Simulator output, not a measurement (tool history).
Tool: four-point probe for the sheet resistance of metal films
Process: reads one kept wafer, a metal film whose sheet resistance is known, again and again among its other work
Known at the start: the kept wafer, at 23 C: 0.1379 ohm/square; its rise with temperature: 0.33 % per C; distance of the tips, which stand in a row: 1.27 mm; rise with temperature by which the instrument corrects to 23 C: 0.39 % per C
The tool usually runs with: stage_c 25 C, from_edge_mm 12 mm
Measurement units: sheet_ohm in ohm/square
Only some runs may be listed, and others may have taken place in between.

run	hour	stage_c	from_edge_mm	sheet_ohm
1	0	25	12	0.138551
2	22.8	25	12	0.138552
3	47.9	25	12	0.138578
4	88.4	25	12	0.138565
5	108.2	25	12	0.138563
6	139.5	25	28	0.13793
7	179.7	25	12	0.138598
8	202.4	27	12	0.138414
9	235.5	23	12	0.138732
10	271.1	33	12	0.137968
11	292	33	12	0.137949
12	332	22	31	0.138117
13	362.4	22	31	0.138109
14	381.6	19	19	0.13862
15	414.4	19	19	0.138596
16	447.7	19	63	0.138269
17	467.1	32	4	0.14431
18	493.5	19	12	0.139066
19	529.3	19	12	0.139053
20	547.1	23	3	0.149991

Consider 4 possible next runs. They are alternatives, not a sequence: every one starts from the tool as it was left by run 20. What does each give?
A	570	25	12	?
B	570	31	60	?
C	570	18	23	?
D	570	22	38	?

run	sheet_ohm
A	0.138574
B	0.13735
C	0.138563
D	0.138089
Had the tool no hidden state, the same runs would have come out as:
run	sheet_ohm
A	0.138565
B	0.137341
C	0.138554
D	0.13808

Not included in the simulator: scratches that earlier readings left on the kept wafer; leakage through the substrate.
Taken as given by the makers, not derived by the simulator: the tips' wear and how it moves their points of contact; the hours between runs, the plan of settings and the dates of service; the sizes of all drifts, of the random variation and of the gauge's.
